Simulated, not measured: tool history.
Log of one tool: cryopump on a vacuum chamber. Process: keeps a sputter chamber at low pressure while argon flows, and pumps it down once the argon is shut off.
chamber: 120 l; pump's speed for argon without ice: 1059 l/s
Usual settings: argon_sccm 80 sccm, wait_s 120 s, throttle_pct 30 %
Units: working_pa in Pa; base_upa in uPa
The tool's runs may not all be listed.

{"run": 1, "hour": 0.0, "argon_sccm": 80, "wait_s": 120, "throttle_pct": 30, "working_pa": 0.4432, "base_upa": 3.03}
{"run": 2, "hour": 60.3, "argon_sccm": 45, "wait_s": 120, "throttle_pct": 30, "working_pa": 0.2471, "base_upa": 3.1}
{"run": 3, "hour": 127.5, "argon_sccm": 72, "wait_s": 120, "throttle_pct": 30, "working_pa": 0.4017, "base_upa": 3.23}
{"run": 4, "hour": 166.1, "argon_sccm": 72, "wait_s": 120, "throttle_pct": 30, "working_pa": 0.402, "base_upa": 3.31}
{"run": 5, "hour": 229.5, "argon_sccm": 122, "wait_s": 120, "throttle_pct": 30, "working_pa": 0.6879, "base_upa": 3.47}
{"run": 6, "hour": 284.3, "argon_sccm": 80, "wait_s": 120, "throttle_pct": 30, "working_pa": 0.4555, "base_upa": 3.69}
{"run": 7, "hour": 340.1, "argon_sccm": 79, "wait_s": 120, "throttle_pct": 30, "working_pa": 0.4512, "base_upa": 3.87}
{"hour": 403.4, "done": "pump warmed up, emptied and cooled again"}
{"run": 8, "hour": 418.7, "argon_sccm": 80, "wait_s": 120, "throttle_pct": 36, "working_pa": 0.3581, "base_upa": 3.38}
{"run": 9, "hour": 484.3, "argon_sccm": 80, "wait_s": 120, "throttle_pct": 30, "working_pa": 0.4282, "base_upa": 3.56}
{"run": 10, "hour": 546.6, "argon_sccm": 80, "wait_s": 120, "throttle_pct": 21, "working_pa": 0.6129, "base_upa": 3.78}
{"run": 11, "hour": 614.2, "argon_sccm": 80, "wait_s": 201, "throttle_pct": 30, "working_pa": 0.4384, "base_upa": 3.7}
{"run": 12, "hour": 668.5, "argon_sccm": 80, "wait_s": 120, "throttle_pct": 30, "working_pa": 0.4382, "base_upa": 4.02}
{"run": 13, "hour": 736.8, "argon_sccm": 80, "wait_s": 120, "throttle_pct": 30, "working_pa": 0.4411, "base_upa": 4.3}
{"run": 14, "hour": 809.3, "argon_sccm": 80, "wait_s": 120, "throttle_pct": 30, "working_pa": 0.4431, "base_upa": 4.59}
{"run": 15, "hour": 840.8, "argon_sccm": 80, "wait_s": 120, "throttle_pct": 30, "working_pa": 0.4459, "base_upa": 4.53}
{"hour": 882.5, "done": "leaking fittings of the chamber tightened, without venting"}
{"run": 16, "hour": 882.5, "argon_sccm": 80, "wait_s": 120, "throttle_pct": 30, "working_pa": 0.4479, "base_upa": 0.83}
{"run": 17, "hour": 944.3, "argon_sccm": 80, "wait_s": 120, "throttle_pct": 30, "working_pa": 0.4457, "base_upa": 0.94}
{"run": 18, "hour": 1010.2, "argon_sccm": 77, "wait_s": 39, "throttle_pct": 22, "working_pa": 0.5862, "base_upa": 2.15}
{"run": 19, "hour": 1048.8, "argon_sccm": 77, "wait_s": 39, "throttle_pct": 22, "working_pa": 0.5845, "base_upa": 2.21}
{"run": 20, "hour": 1121.3, "argon_sccm": 155, "wait_s": 26, "throttle_pct": 22, "working_pa": 1.1806, "base_upa": 3.17}
{"run": 21, "hour": 1160.8, "argon_sccm": 80, "wait_s": 219, "throttle_pct": 30, "working_pa": 0.4609, "base_upa": 1.2}
{"run": 22, "hour": 1216.2, "argon_sccm": 80, "wait_s": 219, "throttle_pct": 30, "working_pa": 0.4666, "base_upa": 1.34}
{"hour": 1239.3, "done": "pump warmed up, emptied and cooled again"}
{"run": 23, "hour": 1284.0, "argon_sccm": 143, "wait_s": 24, "throttle_pct": 30, "working_pa": 0.7642, "base_upa": 3.5}
{"run": 24, "hour": 1340.4, "argon_sccm": 80, "wait_s": 67, "throttle_pct": 15, "working_pa": 0.8662, "base_upa": 1.9}
{"run": 25, "hour": 1389.8, "argon_sccm": 80, "wait_s": 67, "throttle_pct": 15, "working_pa": 0.8558, "base_upa": 2.07}
{"run": 26, "hour": 1436.1, "argon_sccm": 80, "wait_s": 67, "throttle_pct": 15, "working_pa": 0.8663, "base_upa": 2.1}
{"run": 27, "hour": 1484.4, "argon_sccm": 69, "wait_s": 67, "throttle_pct": 37, "working_pa": 0.3083, "base_upa": 2.33}
{"run": 28, "hour": 1530.2, "argon_sccm": 69, "wait_s": 67, "throttle_pct": 37, "working_pa": 0.3092, "base_upa": 2.42}
{"run": 29, "hour": 1565.1, "argon_sccm": 118, "wait_s": 67, "throttle_pct": 28, "working_pa": 0.6977, "base_upa": 2.44}
{"run": 30, "hour": 1600.9, "argon_sccm": 53, "wait_s": 120, "throttle_pct": 30, "working_pa": 0.2924, "base_upa": 2.11}
{"run": 31, "hour": 1669.7, "argon_sccm": 72, "wait_s": 120, "throttle_pct": 19, "working_pa": 0.6216, "base_upa": 2.31}
{"run": 32, "hour": 1725.5, "argon_sccm": 72, "wait_s": 120, "throttle_pct": 19, "working_pa": 0.627, "base_upa": 2.49}
{"run": 33, "hour": 1795.3, "argon_sccm": 72, "wait_s": 21, "throttle_pct": 45, "working_pa": 0.2792, "base_upa": 5.09}

Forecast each of these 5 alternatives for the next run:
{"run": "A", "hour": 1867.5, "argon_sccm": 92, "wait_s": 173, "throttle_pct": 30, "working_pa": "?", "base_upa": "?"}
{"run": "B", "hour": 1867.5, "argon_sccm": 38, "wait_s": 21, "throttle_pct": 45, "working_pa": "?", "base_upa": "?"}
{"run": "C", "hour": 1867.5, "argon_sccm": 53, "wait_s": 120, "throttle_pct": 30, "working_pa": "?", "base_upa": "?"}
{"run": "D", "hour": 1867.5, "argon_sccm": 56, "wait_s": 38, "throttle_pct": 35, "working_pa": "?", "base_upa": "?"}
{"run": "E", "hour": 1867.5, "argon_sccm": 34, "wait_s": 110, "throttle_pct": 30, "working_pa": "?", "base_upa": "?"}

run=A working_pa=0.5273 base_upa=2.65
run=B working_pa=0.1490 base_upa=5.10
run=C working_pa=0.3010 base_upa=2.77
run=D working_pa=0.2762 base_upa=3.81
run=E working_pa=0.1925 base_upa=2.89
Without the tool's hidden state the same runs would have given:
run=A working_pa=0.4934 base_upa=0.67
run=B working_pa=0.1352 base_upa=3.15
run=C working_pa=0.2816 base_upa=0.78
run=D working_pa=0.2557 base_upa=1.85
run=E working_pa=0.1801 base_upa=0.88
